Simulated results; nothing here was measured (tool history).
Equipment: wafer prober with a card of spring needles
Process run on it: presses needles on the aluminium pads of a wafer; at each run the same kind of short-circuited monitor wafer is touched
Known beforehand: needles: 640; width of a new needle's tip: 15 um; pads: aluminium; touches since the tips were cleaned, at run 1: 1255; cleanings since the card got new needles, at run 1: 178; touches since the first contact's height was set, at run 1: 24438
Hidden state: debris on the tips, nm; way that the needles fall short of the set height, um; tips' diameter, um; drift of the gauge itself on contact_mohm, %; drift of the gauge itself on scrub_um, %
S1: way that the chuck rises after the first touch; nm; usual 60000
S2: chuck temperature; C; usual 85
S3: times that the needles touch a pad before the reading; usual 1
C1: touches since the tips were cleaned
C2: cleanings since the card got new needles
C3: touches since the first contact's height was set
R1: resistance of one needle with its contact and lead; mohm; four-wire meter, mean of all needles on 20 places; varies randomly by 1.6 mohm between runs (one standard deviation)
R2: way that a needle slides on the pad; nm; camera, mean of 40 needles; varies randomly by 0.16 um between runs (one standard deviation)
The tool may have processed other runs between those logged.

Run 1, day 0.000: usual settings; C1 1255; C2 178; C3 24438. Result: R1 200 mohm, R2 15900 nm.
At day 0.050: tips cleaned on abrasive film.
At day 0.229: tips cleaned on abrasive film.
At day 0.454: tips cleaned on abrasive film.
At day 0.633: tips cleaned on abrasive film.
At day 0.858: tips cleaned on abrasive film.
At day 1.083: tips cleaned on abrasive film.
At day 1.308: tips cleaned on abrasive film.
At day 1.488: tips cleaned on abrasive film.
At day 1.712: tips cleaned on abrasive film.
At day 1.892: tips cleaned on abrasive film.
Run 2, day 1.929: usual settings but S2 59 C; C1 347; C2 188; C3 41016. Result: R1 170 mohm, R2 15770 nm.
At day 2.112: tips cleaned on abrasive film.
At day 2.338: tips cleaned on abrasive film.
At day 2.517: tips cleaned on abrasive film.
At day 2.742: tips cleaned on abrasive film.
At day 2.962: tips cleaned on abrasive film.
At day 3.188: tips cleaned on abrasive film.
At day 3.412: tips cleaned on abrasive film.
At day 3.592: tips cleaned on abrasive film.
At day 3.817: tips cleaned on abrasive film.
At day 4.000: tips cleaned on abrasive film.
At day 4.221: tips cleaned on abrasive film.
At day 4.404: tips cleaned on abrasive film.
At day 4.583: tips cleaned on abrasive film.
Run 3, day 4.629: usual settings; C1 402; C2 201; C3 64215. Result: R1 179 mohm, R2 15120 nm.
At day 4.767: tips cleaned on abrasive film.
At day 4.992: tips cleaned on abrasive film.
At day 5.492: card fitted with new needles.
At day 5.717: tips cleaned on abrasive film.
At day 5.938: tips cleaned on abrasive film.
At day 6.162: tips cleaned on abrasive film.
At day 6.388: tips cleaned on abrasive film.
At day 6.567: tips cleaned on abrasive film.
At day 6.792: tips cleaned on abrasive film.
At day 6.971: tips cleaned on abrasive film.
At day 7.196: tips cleaned on abrasive film.
At day 7.379: tips cleaned on abrasive film.
At day 7.600: tips cleaned on abrasive film.
At day 7.825: tips cleaned on abrasive film.
At day 8.008: tips cleaned on abrasive film.
At day 8.188: tips cleaned on abrasive film.
Run 4, day 8.192: usual settings; C1 57; C2 13; C3 23241. Result: R1 155 mohm, R2 15880 nm.
At day 8.375: tips cleaned on abrasive film.
At day 8.600: tips cleaned on abrasive film.
At day 8.821: tips cleaned on abrasive film.
At day 9.004: tips cleaned on abrasive film.
At day 9.183: tips cleaned on abrasive film.
At day 9.408: tips cleaned on abrasive film.
At day 9.588: tips cleaned on abrasive film.
At day 9.767: tips cleaned on abrasive film.
At day 9.950: tips cleaned on abrasive film.
Run 5, day 10.017: usual settings but S1 53000 nm; C1 586; C2 22; C3 38902. Result: R1 166 mohm, R2 13430 nm.
At day 10.150: tips cleaned on abrasive film.
At day 10.333: tips cleaned on abrasive film.
At day 10.512: tips cleaned on abrasive film.
At day 10.692: tips cleaned on abrasive film.
At day 10.917: tips cleaned on abrasive film.
At day 11.142: tips cleaned on abrasive film.
At day 11.367: tips cleaned on abrasive film.
At day 11.592: tips cleaned on abrasive film.
At day 11.771: tips cleaned on abrasive film.
At day 11.950: tips cleaned on abrasive film.
At day 12.175: tips cleaned on abrasive film.
At day 12.400: tips cleaned on abrasive film.
At day 12.625: tips cleaned on abrasive film.
At day 12.850: tips cleaned on abrasive film.
At day 13.029: tips cleaned on abrasive film.
Run 6, day 13.108: usual settings but S1 53000 nm; C1 692; C2 37; C3 65482. Result: R1 176 mohm, R2 13320 nm.
At day 13.242: tips cleaned on abrasive film.
At day 13.467: tips cleaned on abrasive film.
At day 13.650: tips cleaned on abrasive film.
At day 13.871: tips cleaned on abrasive film.
At day 14.054: tips cleaned on abrasive film.
At day 14.279: tips cleaned on abrasive film.
At day 14.500: tips cleaned on abrasive film.
At day 14.725: tips cleaned on abrasive film.
At day 14.950: tips cleaned on abrasive film.
At day 15.129: tips cleaned on abrasive film.
Run 7, day 15.283: usual settings but S1 53000 nm, S2 96 C; C1 1347; C2 47; C3 84217. Result: R1 192 mohm, R2 12690 nm.
At day 15.333: tips cleaned on abrasive film.
At day 15.558: tips cleaned on abrasive film.
At day 15.738: tips cleaned on abrasive film.
At day 15.962: tips cleaned on abrasive film.
At day 16.142: tips cleaned on abrasive film.
At day 16.321: tips cleaned on abrasive film.
At day 16.546: tips cleaned on abrasive film.
At day 16.771: tips cleaned on abrasive film.
At day 16.996: tips cleaned on abrasive film.
At day 17.221: tips cleaned on abrasive film.
At day 17.442: tips cleaned on abrasive film.
At day 17.625: tips cleaned on abrasive film.
At day 17.804: tips cleaned on abrasive film.
At day 18.029: tips cleaned on abrasive film.
At day 18.208: tips cleaned on abrasive film.
At day 18.433: tips cleaned on abrasive film.
Run 8, day 18.517: usual settings but S1 53000 nm, S2 96 C; C1 722; C2 63; C3 111987. Result: R1 187 mohm, R2 12230 nm.
At day 18.650: tips cleaned on abrasive film.
At day 18.833: tips cleaned on abrasive film.
At day 19.012: tips cleaned on abrasive film.
At day 19.238: tips cleaned on abrasive film.
At day 19.417: tips cleaned on abrasive film.
At day 19.642: tips cleaned on abrasive film.
At day 19.821: tips cleaned on abrasive film.
At day 20.046: tips cleaned on abrasive film.
At day 20.271: tips cleaned on abrasive film.
At day 20.450: tips cleaned on abrasive film.
At day 20.675: tips cleaned on abrasive film.
At day 20.900: tips cleaned on abrasive film.
At day 21.079: tips cleaned on abrasive film.
Run 9, day 21.167: usual settings but S1 53000 nm, S2 96 C; C1 769; C2 76; C3 134780. Result: R1 196 mohm, R2 11670 nm.
At day 21.304: tips cleaned on abrasive film.
At day 21.483: tips cleaned on abrasive film.
At day 21.708: tips cleaned on abrasive film.
At day 21.933: tips cleaned on abrasive film.
At day 22.158: tips cleaned on abrasive film.
At day 22.379: tips cleaned on abrasive film.
At day 22.562: tips cleaned on abrasive film.
At day 22.617: height of the first contact set anew.
At day 22.800: tips cleaned on abrasive film.
At day 22.979: tips cleaned on abrasive film.
At day 23.204: tips cleaned on abrasive film.
At day 23.429: tips cleaned on abrasive film.
At day 23.608: tips cleaned on abrasive film.
At day 23.833: tips cleaned on abrasive film.
At day 24.054: tips cleaned on abrasive film.
Run 10, day 24.217: usual settings but S1 53000 nm, S2 96 C; C1 1416; C2 90; C3 13780. Result: R1 195 mohm, R2 14070 nm.
At day 24.267: tips cleaned on abrasive film.
At day 24.446: tips cleaned on abrasive film.
At day 24.625: tips cleaned on abrasive film.
At day 24.850: tips cleaned on abrasive film.
At day 25.075: tips cleaned on abrasive film.
At day 25.300: tips cleaned on abrasive film.
At day 25.525: tips cleaned on abrasive film.
At day 25.750: tips cleaned on abrasive film.
At day 25.929: tips cleaned on abrasive film.
Run 11, day 26.075: usual settings but S1 47000 nm, S2 91 C; C1 1304; C2 99; C3 29767. Result: R1 211 mohm, R2 12110 nm.
At day 26.125: tips cleaned on abrasive film.
At day 26.304: tips cleaned on abrasive film.
At day 26.488: tips cleaned on abrasive film.
At day 26.708: tips cleaned on abrasive film.
At day 26.892: tips cleaned on abrasive film.
At day 27.117: tips cleaned on abrasive film.
At day 27.296: tips cleaned on abrasive film.
At day 27.521: tips cleaned on abrasive film.
At day 27.700: tips cleaned on abrasive film.
At day 27.925: tips cleaned on abrasive film.
At day 28.150: tips cleaned on abrasive film.
At day 28.371: tips cleaned on abrasive film.
At day 28.554: tips cleaned on abrasive film.
At day 28.779: tips cleaned on abrasive film.
Run 12, day 28.908: usual settings but S1 47000 nm, S2 91 C; C1 1145; C2 113; C3 54095. Result: R1 207 mohm, R2 11810 nm.
At day 29.000: tips cleaned on abrasive film.
At day 29.225: tips cleaned on abrasive film.
At day 29.450: tips cleaned on abrasive film.
At day 29.675: tips cleaned on abrasive film.
At day 29.854: tips cleaned on abrasive film.
At day 30.079: tips cleaned on abrasive film.
At day 30.258: tips cleaned on abrasive film.
At day 30.438: tips cleaned on abrasive film.
At day 30.662: tips cleaned on abrasive film.
At day 30.842: tips cleaned on abrasive film.
At day 31.067: tips cleaned on abrasive film.
At day 31.246: tips cleaned on abrasive film.
Run 13, day 31.388: usual settings but S1 59000 nm, S2 30 C; C1 1212; C2 125; C3 75401. Result: R1 186 mohm, R2 14740 nm.
At day 31.433: tips cleaned on abrasive film.
At day 31.612: tips cleaned on abrasive film.
At day 31.796: tips cleaned on abrasive film.
At day 32.021: tips cleaned on abrasive film.
At day 32.242: tips cleaned on abrasive film.
At day 32.467: tips cleaned on abrasive film.
At day 32.692: tips cleaned on abrasive film.
At day 32.871: tips cleaned on abrasive film.
At day 33.054: tips cleaned on abrasive film.
At day 33.275: tips cleaned on abrasive film.
At day 33.500: tips cleaned on abrasive film.
At day 33.704: tips cleaned on abrasive film.
Run 14, day 33.704: usual settings but S1 58000 nm, S2 58 C, S3 2; C1 0; C2 137; C3 95317. Result: R1 156 mohm, R2 14090 nm.
At day 33.888: tips cleaned on abrasive film.
At day 34.108: tips cleaned on abrasive film.
At day 34.333: tips cleaned on abrasive film.
At day 34.558: tips cleaned on abrasive film.
At day 34.783: tips cleaned on abrasive film.
At day 35.008: tips cleaned on abrasive film.
At day 35.233: tips cleaned on abrasive film.
At day 35.458: tips cleaned on abrasive film.
At day 35.679: tips cleaned on abrasive film.
At day 35.862: tips cleaned on abrasive film.
At day 36.042: tips cleaned on abrasive film.
At day 36.267: tips cleaned on abrasive film.
At day 36.446: tips cleaned on abrasive film.
Run 15, day 36.562: usual settings but S1 48000 nm, S3 2; C1 1020; C2 150; C3 119908. Result: R1 202 mohm, R2 10760 nm.
At day 36.654: tips cleaned on abrasive film.
At day 36.833: tips cleaned on abrasive film.
At day 37.017: tips cleaned on abrasive film.
At day 37.238: tips cleaned on abrasive film.
At day 37.462: tips cleaned on abrasive film.
At day 37.646: tips cleaned on abrasive film.
At day 37.825: tips cleaned on abrasive film.
At day 38.050: tips cleaned on abrasive film.
At day 38.275: tips cleaned on abrasive film.
At day 38.496: tips cleaned on abrasive film.
At day 38.721: tips cleaned on abrasive film.
At day 38.946: tips cleaned on abrasive film.
Run 16, day 39.092: usual settings but S1 50000 nm, S2 75 C; C1 1295; C2 162; C3 141681. Result: R1 238 mohm, R2 10910 nm.
At day 39.142: tips cleaned on abrasive film.
At day 39.321: tips cleaned on abrasive film.
At day 39.546: tips cleaned on abrasive film.
At day 39.733: height of the first contact set anew.
At day 39.783: tips cleaned on abrasive film.
At day 39.962: tips cleaned on abrasive film.
At day 40.142: tips cleaned on abrasive film.
At day 40.367: tips cleaned on abrasive film.
At day 40.550: tips cleaned on abrasive film.
Run 17, day 40.721: usual settings but S1 50000 nm, S2 30 C, S3 2; C1 1529; C2 170; C3 8484. Result: R1 186 mohm, R2 13450 nm.

Across each entry between runs, compare the hidden state at the last listed run before it with the hidden state at the first listed run after it:
In the gap between runs 1 and 2: tips cleaned on abrasive film (day 0.050); tips cleaned on abrasive film (day 0.229); tips cleaned on abrasive film (day 0.454); tips cleaned on abrasive film (day 0.633); tips cleaned on abrasive film (day 0.858); tips cleaned on abrasive film (day 1.083); tips cleaned on abrasive film (day 1.308); tips cleaned on abrasive film (day 1.488); tips cleaned on abrasive film (day 1.712); tips cleaned on abrasive film (day 1.892)
  debris on the tips, nm: 76 -> 29.6; way that the needles fall short of the set height, um: 1.48 -> 2.64; tips' diameter, um: 22.44 -> 22.85
  the result without the hidden state subtracted from the measured one, R1: +47 -> +25 mohm; R2: -400 -> -720 nm
In the gap between runs 2 and 3: tips cleaned on abrasive film (day 2.112); tips cleaned on abrasive film (day 2.338); tips cleaned on abrasive film (day 2.517); tips cleaned on abrasive film (day 2.742); tips cleaned on abrasive film (day 2.962); tips cleaned on abrasive film (day 3.188); tips cleaned on abrasive film (day 3.412); tips cleaned on abrasive film (day 3.592); tips cleaned on abrasive film (day 3.817); tips cleaned on abrasive film (day 4.000); tips cleaned on abrasive film (day 4.221); tips cleaned on abrasive film (day 4.404); tips cleaned on abrasive film (day 4.583)
  debris on the tips, nm: 29.6 -> 33.6; way that the needles fall short of the set height, um: 2.64 -> 4.04; tips' diameter, um: 22.85 -> 23.34
  the result without the hidden state subtracted from the measured one, R1: +25 -> +30 mohm; R2: -720 -> -1090 nm
In the gap between runs 3 and 4: tips cleaned on abrasive film (day 4.767); tips cleaned on abrasive film (day 4.992); card fitted with new needles (day 5.492); tips cleaned on abrasive film (day 5.717); tips cleaned on abrasive film (day 5.938); tips cleaned on abrasive film (day 6.162); tips cleaned on abrasive film (day 6.388); tips cleaned on abrasive film (day 6.567); tips cleaned on abrasive film (day 6.792); tips cleaned on abrasive film (day 6.971); tips cleaned on abrasive film (day 7.196); tips cleaned on abrasive film (day 7.379); tips cleaned on abrasive film (day 7.600); tips cleaned on abrasive film (day 7.825); tips cleaned on abrasive film (day 8.008); tips cleaned on abrasive film (day 8.188)
  debris on the tips, nm: 33.6 -> 8; way that the needles fall short of the set height, um: 4.04 -> 1.57; tips' diameter, um: 23.34 -> 15.55
  the result without the hidden state subtracted from the measured one, R1: +30 -> +4 mohm; R2: -1090 -> -420 nm
In the gap between runs 4 and 5: tips cleaned on abrasive film (day 8.375); tips cleaned on abrasive film (day 8.600); tips cleaned on abrasive film (day 8.821); tips cleaned on abrasive film (day 9.004); tips cleaned on abrasive film (day 9.183); tips cleaned on abrasive film (day 9.408); tips cleaned on abrasive film (day 9.588); tips cleaned on abrasive film (day 9.767); tips cleaned on abrasive film (day 9.950)
  debris on the tips, nm: 8 -> 39.2; way that the needles fall short of the set height, um: 1.57 -> 2.65; tips' diameter, um: 15.55 -> 15.93
  the result without the hidden state subtracted from the measured one, R1: +4 -> +17 mohm; R2: -420 -> -720 nm
In the gap between runs 5 and 6: tips cleaned on abrasive film (day 10.150); tips cleaned on abrasive film (day 10.333); tips cleaned on abrasive film (day 10.512); tips cleaned on abrasive film (day 10.692); tips cleaned on abrasive film (day 10.917); tips cleaned on abrasive film (day 11.142); tips cleaned on abrasive film (day 11.367); tips cleaned on abrasive film (day 11.592); tips cleaned on abrasive film (day 11.771); tips cleaned on abrasive film (day 11.950); tips cleaned on abrasive film (day 12.175); tips cleaned on abrasive film (day 12.400); tips cleaned on abrasive film (day 12.625); tips cleaned on abrasive film (day 12.850); tips cleaned on abrasive film (day 13.029)
  debris on the tips, nm: 39.2 -> 50.8; way that the needles fall short of the set height, um: 2.65 -> 4.48; tips' diameter, um: 15.93 -> 16.57
  the result without the hidden state subtracted from the measured one, R1: +17 -> +25 mohm; R2: -720 -> -1220 nm
In the gap between runs 6 and 7: tips cleaned on abrasive film (day 13.242); tips cleaned on abrasive film (day 13.467); tips cleaned on abrasive film (day 13.650); tips cleaned on abrasive film (day 13.871); tips cleaned on abrasive film (day 14.054); tips cleaned on abrasive film (day 14.279); tips cleaned on abrasive film (day 14.500); tips cleaned on abrasive film (day 14.725); tips cleaned on abrasive film (day 14.950); tips cleaned on abrasive film (day 15.129)
  debris on the tips, nm: 50.8 -> 76.7; way that the needles fall short of the set height, um: 4.48 -> 5.73; tips' diameter, um: 16.57 -> 17.01
  the result without the hidden state subtracted from the measured one, R1: +25 -> +41 mohm; R2: -1220 -> -1540 nm
In the gap between runs 7 and 8: tips cleaned on abrasive film (day 15.333); tips cleaned on abrasive film (day 15.558); tips cleaned on abrasive film (day 15.738); tips cleaned on abrasive film (day 15.962); tips cleaned on abrasive film (day 16.142); tips cleaned on abrasive film (day 16.321); tips cleaned on abrasive film (day 16.546); tips cleaned on abrasive film (day 16.771); tips cleaned on abrasive film (day 16.996); tips cleaned on abrasive film (day 17.221); tips cleaned on abrasive film (day 17.442); tips cleaned on abrasive film (day 17.625); tips cleaned on abrasive film (day 17.804); tips cleaned on abrasive film (day 18.029); tips cleaned on abrasive film (day 18.208); tips cleaned on abrasive film (day 18.433)
  debris on the tips, nm: 76.7 -> 48.4; way that the needles fall short of the set height, um: 5.73 -> 7.63; tips' diameter, um: 17.01 -> 17.67
  the result without the hidden state subtracted from the measured one, R1: +41 -> +33 mohm; R2: -1540 -> -2060 nm
In the gap between runs 8 and 9: tips cleaned on abrasive film (day 18.650); tips cleaned on abrasive film (day 18.833); tips cleaned on abrasive film (day 19.012); tips cleaned on abrasive film (day 19.238); tips cleaned on abrasive film (day 19.417); tips cleaned on abrasive film (day 19.642); tips cleaned on abrasive film (day 19.821); tips cleaned on abrasive film (day 20.046); tips cleaned on abrasive film (day 20.271); tips cleaned on abrasive film (day 20.450); tips cleaned on abrasive film (day 20.675); tips cleaned on abrasive film (day 20.900); tips cleaned on abrasive film (day 21.079)
  debris on the tips, nm: 48.4 -> 61.1; way that the needles fall short of the set height, um: 7.63 -> 9.19; tips' diameter, um: 17.67 -> 18.22
  the result without the hidden state subtracted from the measured one, R1: +33 -> +45 mohm; R2: -2060 -> -2480 nm
In the gap between runs 9 and 10: tips cleaned on abrasive film (day 21.304); tips cleaned on abrasive film (day 21.483); tips cleaned on abrasive film (day 21.708); tips cleaned on abrasive film (day 21.933); tips cleaned on abrasive film (day 22.158); tips cleaned on abrasive film (day 22.379); tips cleaned on abrasive film (day 22.562); height of the first contact set anew (day 22.617); tips cleaned on abrasive film (day 22.800); tips cleaned on abrasive film (day 22.979); tips cleaned on abrasive film (day 23.204); tips cleaned on abrasive film (day 23.429); tips cleaned on abrasive film (day 23.608); tips cleaned on abrasive film (day 23.833); tips cleaned on abrasive film (day 24.054)
  debris on the tips, nm: 61.1 -> 75; way that the needles fall short of the set height, um: 9.19 -> 0.81; tips' diameter, um: 18.22 -> 18.8
  the result without the hidden state subtracted from the measured one, R1: +45 -> +39 mohm; R2: -2480 -> -220 nm
In the gap between runs 10 and 11: tips cleaned on abrasive film (day 24.267); tips cleaned on abrasive film (day 24.446); tips cleaned on abrasive film (day 24.625); tips cleaned on abrasive film (day 24.850); tips cleaned on abrasive film (day 25.075); tips cleaned on abrasive film (day 25.300); tips cleaned on abrasive film (day 25.525); tips cleaned on abrasive film (day 25.750); tips cleaned on abrasive film (day 25.929)
  debris on the tips, nm: 75 -> 78.8; way that the needles fall short of the set height, um: 0.81 -> 1.99; tips' diameter, um: 18.8 -> 19.21
  the result without the hidden state subtracted from the measured one, R1: +39 -> +56 mohm; R2: -220 -> -540 nm
In the gap between runs 11 and 12: tips cleaned on abrasive film (day 26.125); tips cleaned on abrasive film (day 26.304); tips cleaned on abrasive film (day 26.488); tips cleaned on abrasive film (day 26.708); tips cleaned on abrasive film (day 26.892); tips cleaned on abrasive film (day 27.117); tips cleaned on abrasive film (day 27.296); tips cleaned on abrasive film (day 27.521); tips cleaned on abrasive film (day 27.700); tips cleaned on abrasive film (day 27.925); tips cleaned on abrasive film (day 28.150); tips cleaned on abrasive film (day 28.371); tips cleaned on abrasive film (day 28.554); tips cleaned on abrasive film (day 28.779)
  debris on the tips, nm: 78.8 -> 62.4; way that the needles fall short of the set height, um: 1.99 -> 3.65; tips' diameter, um: 19.21 -> 19.79
  the result without the hidden state subtracted from the measured one, R1: +56 -> +53 mohm; R2: -540 -> -1000 nm
In the gap between runs 12 and 13: tips cleaned on abrasive film (day 29.000); tips cleaned on abrasive film (day 29.225); tips cleaned on abrasive film (day 29.450); tips cleaned on abrasive film (day 29.675); tips cleaned on abrasive film (day 29.854); tips cleaned on abrasive film (day 30.079); tips cleaned on abrasive film (day 30.258); tips cleaned on abrasive film (day 30.438); tips cleaned on abrasive film (day 30.662); tips cleaned on abrasive film (day 30.842); tips cleaned on abrasive film (day 31.067); tips cleaned on abrasive film (day 31.246)
  debris on the tips, nm: 62.4 -> 73.2; way that the needles fall short of the set height, um: 3.65 -> 5.05; tips' diameter, um: 19.79 -> 20.28
  the result without the hidden state subtracted from the measured one, R1: +53 -> +46 mohm; R2: -1000 -> -1360 nm
In the gap between runs 13 and 14: tips cleaned on abrasive film (day 31.433); tips cleaned on abrasive film (day 31.612); tips cleaned on abrasive film (day 31.796); tips cleaned on abrasive film (day 32.021); tips cleaned on abrasive film (day 32.242); tips cleaned on abrasive film (day 32.467); tips cleaned on abrasive film (day 32.692); tips cleaned on abrasive film (day 32.871); tips cleaned on abrasive film (day 33.054); tips cleaned on abrasive film (day 33.275); tips cleaned on abrasive film (day 33.500); tips cleaned on abrasive film (day 33.704)
  debris on the tips, nm: 73.2 -> 8.8; way that the needles fall short of the set height, um: 5.05 -> 6.37; tips' diameter, um: 20.28 -> 20.74
  the result without the hidden state subtracted from the measured one, R1: +46 -> +11 mohm; R2: -1360 -> -1720 nm
In the gap between runs 14 and 15: tips cleaned on abrasive film (day 33.888); tips cleaned on abrasive film (day 34.108); tips cleaned on abrasive film (day 34.333); tips cleaned on abrasive film (day 34.558); tips cleaned on abrasive film (day 34.783); tips cleaned on abrasive film (day 35.008); tips cleaned on abrasive film (day 35.233); tips cleaned on abrasive film (day 35.458); tips cleaned on abrasive film (day 35.679); tips cleaned on abrasive film (day 35.862); tips cleaned on abrasive film (day 36.042); tips cleaned on abrasive film (day 36.267); tips cleaned on abrasive film (day 36.446)
  debris on the tips, nm: 8.8 -> 60.8; way that the needles fall short of the set height, um: 6.37 -> 8.05; tips' diameter, um: 20.74 -> 21.33
  the result without the hidden state subtracted from the measured one, R1: +11 -> +49 mohm; R2: -1720 -> -2190 nm
In the gap between runs 15 and 16: tips cleaned on abrasive film (day 36.654); tips cleaned on abrasive film (day 36.833); tips cleaned on abrasive film (day 37.017); tips cleaned on abrasive film (day 37.238); tips cleaned on abrasive film (day 37.462); tips cleaned on abrasive film (day 37.646); tips cleaned on abrasive film (day 37.825); tips cleaned on abrasive film (day 38.050); tips cleaned on abrasive film (day 38.275); tips cleaned on abrasive film (day 38.496); tips cleaned on abrasive film (day 38.721); tips cleaned on abrasive film (day 38.946)
  debris on the tips, nm: 60.8 -> 78; way that the needles fall short of the set height, um: 8.05 -> 9.35; tips' diameter, um: 21.33 -> 21.79
  the result without the hidden state subtracted from the measured one, R1: +49 -> +89 mohm; R2: -2190 -> -2510 nm
In the gap between runs 16 and 17: tips cleaned on abrasive film (day 39.142); tips cleaned on abrasive film (day 39.321); tips cleaned on abrasive film (day 39.546); height of the first contact set anew (day 39.733); tips cleaned on abrasive film (day 39.783); tips cleaned on abrasive film (day 39.962); tips cleaned on abrasive film (day 40.142); tips cleaned on abrasive film (day 40.367); tips cleaned on abrasive film (day 40.550)
  debris on the tips, nm: 78 -> 86.7; way that the needles fall short of the set height, um: 9.35 -> 0.64; tips' diameter, um: 21.79 -> 22.13
  the result without the hidden state subtracted from the measured one, R1: +89 -> +46 mohm; R2: -2510 -> -170 nm
